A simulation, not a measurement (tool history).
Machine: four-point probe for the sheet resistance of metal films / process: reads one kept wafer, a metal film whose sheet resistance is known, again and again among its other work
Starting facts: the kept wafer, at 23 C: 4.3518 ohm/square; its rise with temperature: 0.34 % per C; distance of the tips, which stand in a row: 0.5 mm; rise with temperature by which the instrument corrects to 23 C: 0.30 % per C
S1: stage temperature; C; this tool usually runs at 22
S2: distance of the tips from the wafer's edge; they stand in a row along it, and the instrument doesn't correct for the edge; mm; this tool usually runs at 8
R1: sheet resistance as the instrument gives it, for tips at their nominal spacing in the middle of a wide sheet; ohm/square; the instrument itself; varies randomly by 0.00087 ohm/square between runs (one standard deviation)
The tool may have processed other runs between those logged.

| run | day | S1 | S2 | R1 |
|---|---|---|---|---|
| 1 | 0 | 22 | 8 | 4.38201 |
| 2 | 2.075 | 22 | 8 | 4.384329 |
| 3 | 3.421 | 22 | 4 | 4.412302 |
| 4 | 5.8 | 22 | 4 | 4.413702 |
| 5 | 7.408 | 22 | 4 | 4.414394 |
| 6 | 8.95 | 22 | 8 | 4.388559 |
| 7 | 10.488 | 32 | 8 | 4.405738 |
| 8 | 12.471 | 32 | 8 | 4.407903 |
| 9 | 13.646 | 32 | 8 | 4.40785 |
| 10 | 16.025 | 32 | 63 | 4.399181 |
| 11 | 17.362 | 32 | 63 | 4.399491 |
| 12 | 18.871 | 32 | 63 | 4.401082 |
| 13 | 20.196 | 22 | 8 | 4.393735 |
| 14 | 21.775 | 30 | 8 | 4.407633 |
| 15 | 23.417 | 28 | 8 | 4.404981 |
| 16 | 25.371 | 28 | 8 | 4.406455 |
| 17 | 27.733 | 22 | 7 | 4.40005 |
| 18 | 29.817 | 22 | 7 | 4.400785 |
| 19 | 30.938 | 22 | 7 | 4.403032 |
| 20 | 32.212 | 22 | 7 | 4.402055 |
| 21 | 34.421 | 22 | 7 | 4.403206 |
| 22 | 36.338 | 19 | 8 | 4.395435 |
| 23 | 37.967 | 19 | 8 | 4.395839 |
| 24 | 40.221 | 19 | 8 | 4.397023 |
| 25 | 41.75 | 28 | 26 | 4.407109 |
| 26 | 43.362 | 26 | 5 | 4.426372 |
| 27 | 44.488 | 18 | 44 | 4.389875 |
| 28 | 46.662 | 29 | 9 | 4.416296 |
| 29 | 48.283 | 25 | 6 | 4.419627 |
| 30 | 50.021 | 25 | 35 | 4.404458 |
|  | 50.246 | stage's thermometer calibrated |
| 31 | 51.896 | 19 | 8 | 4.405544 |
|  | 53.938 | stage's thermometer calibrated, once more |
| 32 | 54.279 | 24 | 4 | 4.436864 |
| 33 | 55.725 | 24 | 4 | 4.437931 |
| 34 | 57.979 | 23 | 5 | 4.422904 |
| 35 | 59.333 | 24 | 4 | 4.439362 |
| 36 | 61.471 | 24 | 38 | 4.4031 |
| 37 | 62.9 | 32 | 54 | 4.416516 |
| 38 | 64.308 | 21 | 31 | 4.398313 |
| 39 | 66.133 | 23 | 8 | 4.4121 |
| 40 | 68.242 | 30 | 8 | 4.425249 |
| 41 | 69.429 | 20 | 4 | 4.435794 |
| 42 | 71.292 | 20 | 8 | 4.409975 |
| 43 | 73.329 | 22 | 8 | 4.415184 |
| 44 | 74.35 | 31 | 38 | 4.42131 |
| 45 | 75.971 | 31 | 38 | 4.421937 |
| 46 | 77.567 | 18 | 15 | 4.40182 |

Run by run, hidden condition taken away, random variation retained:
Hidden state at play: inner tips' distance over the nominal, %; tips' flats over new ones', %; wafer's true temperature over the reading, C; drift of the gauge itself on sheet_ohm, %.
| run | R1 |
|---|---|
| 1 | 4.357989 |
| 2 | 4.35925 |
| 3 | 4.3864 |
| 4 | 4.386575 |
| 5 | 4.3865 |
| 6 | 4.360093 |
| 7 | 4.376484 |
| 8 | 4.377641 |
| 9 | 4.377075 |
| 10 | 4.367342 |
| 11 | 4.366978 |
| 12 | 4.367797 |
| 13 | 4.359677 |
| 14 | 4.372807 |
| 15 | 4.369368 |
| 16 | 4.369796 |
| 17 | 4.362323 |
| 18 | 4.362068 |
| 19 | 4.363751 |
| 20 | 4.362162 |
| 21 | 4.362174 |
| 22 | 4.353496 |
| 23 | 4.353081 |
| 24 | 4.353229 |
| 25 | 4.362672 |
| 26 | 4.380931 |
| 27 | 4.344098 |
| 28 | 4.369242 |
| 29 | 4.371605 |
| 30 | 4.355758 |
| 31 | 4.353973 |
| 32 | 4.390924 |
| 33 | 4.391257 |
| 34 | 4.375224 |
| 35 | 4.390854 |
| 36 | 4.353928 |
| 37 | 4.366529 |
| 38 | 4.347764 |
| 39 | 4.360522 |
| 40 | 4.372531 |
| 41 | 4.382434 |
| 42 | 4.356017 |
| 43 | 4.360199 |
| 44 | 4.365761 |
| 45 | 4.36566 |
| 46 | 4.344951 |

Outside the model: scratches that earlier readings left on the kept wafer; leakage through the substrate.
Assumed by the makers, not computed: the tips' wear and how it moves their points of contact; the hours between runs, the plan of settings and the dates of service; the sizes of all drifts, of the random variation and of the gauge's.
